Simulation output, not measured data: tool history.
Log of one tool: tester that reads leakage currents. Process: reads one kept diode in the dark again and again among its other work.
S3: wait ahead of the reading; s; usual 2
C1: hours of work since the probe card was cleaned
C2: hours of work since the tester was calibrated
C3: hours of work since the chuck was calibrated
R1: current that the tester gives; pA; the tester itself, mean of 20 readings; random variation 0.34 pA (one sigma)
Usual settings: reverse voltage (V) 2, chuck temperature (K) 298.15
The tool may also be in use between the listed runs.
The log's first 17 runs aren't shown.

{"run": 18, "hour": 1149.8, "reverse voltage (V)": 11.27, "chuck temperature (K)": 296.15, "S3": 0.6, "C1": 1445, "C2": 116, "C3": 283, "R1": 199.81}
{"run": 19, "hour": 1228.9, "reverse voltage (V)": 9.58, "chuck temperature (K)": 298.15, "S3": 2, "C1": 1493, "C2": 164, "C3": 331, "R1": 219.15}
{"run": 20, "hour": 1281.3, "reverse voltage (V)": 9.58, "chuck temperature (K)": 298.15, "S3": 2, "C1": 1525, "C2": 196, "C3": 363, "R1": 222.44}
{"hour": 1298.9, "done": "tester calibrated, once more"}
{"run": 21, "hour": 1367.9, "reverse voltage (V)": 9.58, "chuck temperature (K)": 298.15, "S3": 2, "C1": 1576, "C2": 42, "C3": 414, "R1": 224.68}
{"run": 22, "hour": 1449.2, "reverse voltage (V)": 16.74, "chuck temperature (K)": 318.15, "S3": 1.38, "C1": 1625, "C2": 91, "C3": 463, "R1": 1631}
{"run": 23, "hour": 1500.2, "reverse voltage (V)": 16.74, "chuck temperature (K)": 318.15, "S3": 1.38, "C1": 1656, "C2": 122, "C3": 494, "R1": 1641.23}
{"run": 24, "hour": 1538.0, "reverse voltage (V)": 16.74, "chuck temperature (K)": 318.15, "S3": 1.38, "C1": 1679, "C2": 145, "C3": 517, "R1": 1638.23}
{"run": 25, "hour": 1601.2, "reverse voltage (V)": 16.74, "chuck temperature (K)": 318.15, "S3": 1.38, "C1": 1717, "C2": 183, "C3": 555, "R1": 1639.64}
{"run": 26, "hour": 1654.8, "reverse voltage (V)": 16.74, "chuck temperature (K)": 318.15, "S3": 1.38, "C1": 1749, "C2": 215, "C3": 587, "R1": 1634.15}
{"run": 27, "hour": 1725.6, "reverse voltage (V)": 4.65, "chuck temperature (K)": 298.15, "S3": 7.79, "C1": 1792, "C2": 258, "C3": 630, "R1": 169.49}
{"run": 28, "hour": 1799.4, "reverse voltage (V)": 4.65, "chuck temperature (K)": 312.15, "S3": 7.79, "C1": 1837, "C2": 303, "C3": 675, "R1": 604.48}
{"run": 29, "hour": 1854.3, "reverse voltage (V)": 6.87, "chuck temperature (K)": 293.15, "S3": 0.87, "C1": 1870, "C2": 336, "C3": 708, "R1": 127.49}
{"run": 30, "hour": 1924.0, "reverse voltage (V)": 2, "chuck temperature (K)": 321.15, "S3": 3.58, "C1": 1912, "C2": 378, "C3": 750, "R1": 947.15}
{"run": 31, "hour": 1992.5, "reverse voltage (V)": 2, "chuck temperature (K)": 321.15, "S3": 3.58, "C1": 1953, "C2": 419, "C3": 791, "R1": 944.82}
{"run": 32, "hour": 2054.1, "reverse voltage (V)": 2, "chuck temperature (K)": 321.15, "S3": 3.58, "C1": 1991, "C2": 457, "C3": 829, "R1": 944.6}
{"run": 33, "hour": 2090.9, "reverse voltage (V)": 2, "chuck temperature (K)": 321.15, "S3": 3.58, "C1": 2013, "C2": 479, "C3": 851, "R1": 953.12}

3 ways to go on from here, each from the tool as it stands after run 33. What would each give?
{"run": "A", "hour": 2137.7, "reverse voltage (V)": 2, "chuck temperature (K)": 322.15, "S3": 3.58, "C1": 2041, "C2": 507, "C3": 879, "R1": "?"}
{"run": "B", "hour": 2137.7, "reverse voltage (V)": 1.82, "chuck temperature (K)": 313.15, "S3": 6.93, "C1": 2041, "C2": 507, "C3": 879, "R1": "?"}
{"run": "C", "hour": 2137.7, "reverse voltage (V)": 2.13, "chuck temperature (K)": 322.15, "S3": 2, "C1": 2041, "C2": 507, "C3": 879, "R1": "?"}

run=A R1=1035.69
run=B R1=466.46
run=C R1=1056.02
Without the tool's hidden state the same runs would have given:
run=A R1=982.49
run=B R1=439.91
run=C R1=1001.68
